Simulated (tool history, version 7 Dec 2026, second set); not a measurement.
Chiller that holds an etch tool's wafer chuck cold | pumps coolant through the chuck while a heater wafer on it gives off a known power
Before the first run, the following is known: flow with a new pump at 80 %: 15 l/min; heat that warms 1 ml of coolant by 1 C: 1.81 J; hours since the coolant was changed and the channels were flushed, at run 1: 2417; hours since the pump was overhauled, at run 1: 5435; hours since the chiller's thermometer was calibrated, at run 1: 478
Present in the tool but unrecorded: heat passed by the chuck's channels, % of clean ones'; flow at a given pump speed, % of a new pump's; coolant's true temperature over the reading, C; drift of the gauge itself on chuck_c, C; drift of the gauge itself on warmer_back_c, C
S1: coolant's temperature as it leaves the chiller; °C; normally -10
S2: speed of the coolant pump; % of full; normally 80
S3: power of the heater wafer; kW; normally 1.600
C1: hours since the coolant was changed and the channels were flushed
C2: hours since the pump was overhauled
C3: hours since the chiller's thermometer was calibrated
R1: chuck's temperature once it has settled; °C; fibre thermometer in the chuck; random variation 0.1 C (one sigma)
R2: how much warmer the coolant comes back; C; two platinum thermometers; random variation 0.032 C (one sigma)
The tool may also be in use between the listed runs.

{"run": 1, "hour": 0.0, "S1": -10, "S2": 80, "S3": 1.6, "C1": 2417, "C2": 5435, "C3": 478, "R1": 5.9, "R2": 3.58}
{"run": 2, "hour": 133.4, "S1": -10, "S2": 80, "S3": 1.6, "C1": 2550, "C2": 5569, "C3": 611, "R1": 6.1, "R2": 3.52}
{"run": 3, "hour": 260.6, "S1": -10, "S2": 80, "S3": 1.6, "C1": 2678, "C2": 5696, "C3": 738, "R1": 6.1, "R2": 3.5}
{"run": 4, "hour": 336.1, "S1": -10, "S2": 80, "S3": 1.6, "C1": 2753, "C2": 5772, "C3": 814, "R1": 6.0, "R2": 3.54}
{"run": 5, "hour": 437.9, "S1": -10, "S2": 80, "S3": 1.6, "C1": 2855, "C2": 5873, "C3": 916, "R1": 6.1, "R2": 3.57}
{"run": 6, "hour": 565.2, "S1": -3, "S2": 80, "S3": 1.6, "C1": 2982, "C2": 6001, "C3": 1043, "R1": 12.9, "R2": 3.56}
{"run": 7, "hour": 651.0, "S1": -3, "S2": 80, "S3": 1.6, "C1": 3068, "C2": 6086, "C3": 1129, "R1": 13.0, "R2": 3.62}
{"run": 8, "hour": 756.3, "S1": -10, "S2": 80, "S3": 1.6, "C1": 3173, "C2": 6192, "C3": 1234, "R1": 6.0, "R2": 3.52}
{"run": 9, "hour": 817.2, "S1": -10, "S2": 80, "S3": 1.6, "C1": 3234, "C2": 6253, "C3": 1295, "R1": 5.8, "R2": 3.6}
{"run": 10, "hour": 895.0, "S1": -10, "S2": 80, "S3": 1.6, "C1": 3312, "C2": 6330, "C3": 1373, "R1": 6.1, "R2": 3.59}
{"run": 11, "hour": 1032.9, "S1": -10, "S2": 80, "S3": 1.6, "C1": 3450, "C2": 6468, "C3": 1511, "R1": 5.9, "R2": 3.58}
{"run": 12, "hour": 1152.9, "S1": -10, "S2": 80, "S3": 1.6, "C1": 3570, "C2": 6588, "C3": 1631, "R1": 6.1, "R2": 3.59}
{"run": 13, "hour": 1263.2, "S1": -10, "S2": 80, "S3": 1.6, "C1": 3680, "C2": 6699, "C3": 1741, "R1": 6.1, "R2": 3.55}
{"run": 14, "hour": 1365.8, "S1": -10, "S2": 80, "S3": 1.6, "C1": 3783, "C2": 6801, "C3": 1844, "R1": 5.9, "R2": 3.53}
{"run": 15, "hour": 1484.7, "S1": -10, "S2": 80, "S3": 1.6, "C1": 3902, "C2": 6920, "C3": 1962, "R1": 5.9, "R2": 3.56}
{"run": 16, "hour": 1561.8, "S1": -1, "S2": 80, "S3": 1.6, "C1": 3979, "C2": 6997, "C3": 2040, "R1": 15.0, "R2": 3.6}
{"run": 17, "hour": 1632.9, "S1": -7, "S2": 75, "S3": 1.6, "C1": 4050, "C2": 7068, "C3": 2111, "R1": 9.6, "R2": 3.8}
{"run": 18, "hour": 1738.6, "S1": -10, "S2": 89, "S3": 1.6, "C1": 4156, "C2": 7174, "C3": 2216, "R1": 4.8, "R2": 3.22}
{"run": 19, "hour": 1846.8, "S1": -10, "S2": 89, "S3": 1.6, "C1": 4264, "C2": 7282, "C3": 2325, "R1": 4.8, "R2": 3.2}
{"run": 20, "hour": 1964.9, "S1": -10, "S2": 89, "S3": 1.6, "C1": 4382, "C2": 7400, "C3": 2443, "R1": 4.9, "R2": 3.14}
{"run": 21, "hour": 2079.1, "S1": -10, "S2": 89, "S3": 1.6, "C1": 4496, "C2": 7514, "C3": 2557, "R1": 4.8, "R2": 3.22}
{"run": 22, "hour": 2147.5, "S1": -19, "S2": 80, "S3": 1.29, "C1": 4564, "C2": 7583, "C3": 2625, "R1": -6.1, "R2": 2.9}
{"run": 23, "hour": 2231.7, "S1": -19, "S2": 80, "S3": 1.29, "C1": 4649, "C2": 7667, "C3": 2709, "R1": -6.1, "R2": 2.85}
{"run": 24, "hour": 2315.9, "S1": -4, "S2": 66, "S3": 1.6, "C1": 4733, "C2": 7751, "C3": 2794, "R1": 14.4, "R2": 4.27}
{"run": 25, "hour": 2389.2, "S1": -4, "S2": 66, "S3": 1.6, "C1": 4806, "C2": 7825, "C3": 2867, "R1": 14.4, "R2": 4.26}
{"run": 26, "hour": 2458.3, "S1": -4, "S2": 63, "S3": 1.6, "C1": 4875, "C2": 7894, "C3": 2936, "R1": 15.0, "R2": 4.51}
{"run": 27, "hour": 2584.3, "S1": -15, "S2": 80, "S3": 1.6, "C1": 5001, "C2": 8020, "C3": 3062, "R1": 1.0, "R2": 3.59}
{"run": 28, "hour": 2700.6, "S1": -15, "S2": 80, "S3": 1.6, "C1": 5118, "C2": 8136, "C3": 3178, "R1": 0.9, "R2": 3.55}
{"run": 29, "hour": 2829.0, "S1": -6, "S2": 80, "S3": 0.843, "C1": 5246, "C2": 8264, "C3": 3307, "R1": 2.5, "R2": 1.88}
{"run": 30, "hour": 2917.6, "S1": -19, "S2": 90, "S3": 2.229, "C1": 5335, "C2": 8353, "C3": 3395, "R1": 1.5, "R2": 4.46}
{"run": 31, "hour": 3000.8, "S1": -19, "S2": 80, "S3": 0.887, "C1": 5418, "C2": 8436, "C3": 3479, "R1": -10.2, "R2": 1.95}

3 options for the next run, each taken on its own from the tool as it stands now. Forecast them:
{"run": "A", "hour": 3124.5, "S1": -1, "S2": 80, "S3": 1.6, "C1": 5541, "C2": 8560, "C3": 3602, "R1": "?", "R2": "?"}
{"run": "B", "hour": 3124.5, "S1": -11, "S2": 80, "S3": 0.887, "C1": 5541, "C2": 8560, "C3": 3602, "R1": "?", "R2": "?"}
{"run": "C", "hour": 3124.5, "S1": -19, "S2": 80, "S3": 2.299, "C1": 5541, "C2": 8560, "C3": 3602, "R1": "?", "R2": "?"}

run=A R1=15.0 R2=3.63
run=B R1=-2.3 R2=1.97
run=C R1=3.9 R2=5.15
Without the tool's unlogged condition, the same runs would have read:
run=A R1=15.0 R2=3.63
run=B R1=-2.3 R2=1.96
run=C R1=3.9 R2=5.14

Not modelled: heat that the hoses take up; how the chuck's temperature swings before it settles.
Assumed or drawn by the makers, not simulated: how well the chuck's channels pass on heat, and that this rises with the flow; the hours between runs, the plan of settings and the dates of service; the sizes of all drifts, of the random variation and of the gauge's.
